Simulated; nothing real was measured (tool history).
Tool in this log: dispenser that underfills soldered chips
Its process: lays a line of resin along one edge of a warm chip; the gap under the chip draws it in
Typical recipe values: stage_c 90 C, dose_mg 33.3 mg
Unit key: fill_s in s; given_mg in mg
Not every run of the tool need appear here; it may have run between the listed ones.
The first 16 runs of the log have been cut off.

{"hour": 163.8, "done": "new syringe of resin"}
{"run": 17, "hour": 173.5, "stage_c": 90, "dose_mg": 33.3, "fill_s": 209.6, "given_mg": 31.26}
{"hour": 177.4, "done": "new syringe of resin"}
{"run": 18, "hour": 182.1, "stage_c": 91, "dose_mg": 38.2, "fill_s": 142.9, "given_mg": 36.07}
{"hour": 188.7, "done": "dispensing valve cleaned and set on the balance"}
{"run": 19, "hour": 190.0, "stage_c": 88, "dose_mg": 34.6, "fill_s": 245.9, "given_mg": 34.34}
{"hour": 191.3, "done": "new syringe of resin"}
{"run": 20, "hour": 203.2, "stage_c": 104, "dose_mg": 30.6, "fill_s": 125.4, "given_mg": 30.62}
{"hour": 204.7, "done": "new syringe of resin"}
{"run": 21, "hour": 216.1, "stage_c": 104, "dose_mg": 30.6, "fill_s": 122.1, "given_mg": 30.27}
{"hour": 218.1, "done": "new syringe of resin"}
{"run": 22, "hour": 228.1, "stage_c": 76, "dose_mg": 34.8, "fill_s": 414.7, "given_mg": 34.4}
{"hour": 231.2, "done": "new syringe of resin"}
{"run": 23, "hour": 234.9, "stage_c": 90, "dose_mg": 33.0, "fill_s": 150.0, "given_mg": 32.4}
{"run": 24, "hour": 243.2, "stage_c": 93, "dose_mg": 42.7, "fill_s": 203.0, "given_mg": 41.87}
{"hour": 244.1, "done": "new syringe of resin"}
{"run": 25, "hour": 253.6, "stage_c": 96, "dose_mg": 35.8, "fill_s": 153.8, "given_mg": 35.38}
{"hour": 257.5, "done": "new syringe of resin"}
{"run": 26, "hour": 261.3, "stage_c": 78, "dose_mg": 33.0, "fill_s": 268.3, "given_mg": 32.4}
{"hour": 270.6, "done": "new syringe of resin"}
{"run": 27, "hour": 273.1, "stage_c": 78, "dose_mg": 36.3, "fill_s": 239.3, "given_mg": 35.55}
{"run": 28, "hour": 278.4, "stage_c": 90, "dose_mg": 37.0, "fill_s": 180.7, "given_mg": 35.94}
{"hour": 283.7, "done": "new syringe of resin"}
{"run": 29, "hour": 288.0, "stage_c": 92, "dose_mg": 39.3, "fill_s": 138.3, "given_mg": 37.93}
{"run": 30, "hour": 296.1, "stage_c": 92, "dose_mg": 39.3, "fill_s": 214.1, "given_mg": 37.86}
{"hour": 297.6, "done": "new syringe of resin"}
{"run": 31, "hour": 307.0, "stage_c": 92, "dose_mg": 39.3, "fill_s": 184.2, "given_mg": 37.97}
{"hour": 310.6, "done": "new syringe of resin"}
{"run": 32, "hour": 315.2, "stage_c": 92, "dose_mg": 33.3, "fill_s": 144.5, "given_mg": 31.94}
{"hour": 324.0, "done": "new syringe of resin"}
{"run": 33, "hour": 328.3, "stage_c": 92, "dose_mg": 33.3, "fill_s": 141.4, "given_mg": 31.91}
{"run": 34, "hour": 335.4, "stage_c": 92, "dose_mg": 33.3, "fill_s": 213.4, "given_mg": 31.84}

What if the next run were any one of these 3? Each begins from the tool's condition after run 34:
{"hour": 336.8, "done": "new syringe of resin"}
{"run": "A", "hour": 343.6, "stage_c": 92, "dose_mg": 39.3, "fill_s": "?", "given_mg": "?"}
{"hour": 336.8, "done": "new syringe of resin"}
{"run": "B", "hour": 343.6, "stage_c": 93, "dose_mg": 42.3, "fill_s": "?", "given_mg": "?"}
{"hour": 336.8, "done": "new syringe of resin"}
{"run": "C", "hour": 343.6, "stage_c": 87, "dose_mg": 38.5, "fill_s": "?", "given_mg": "?"}

run=A fill_s=161.8 given_mg=37.38
run=B fill_s=154.2 given_mg=40.59
run=C fill_s=203.8 given_mg=36.89
With no hidden state in the tool, these same runs would have given:
run=A fill_s=102.1 given_mg=39.09
run=B fill_s=97.6 given_mg=42.44
run=C fill_s=129.1 given_mg=38.58
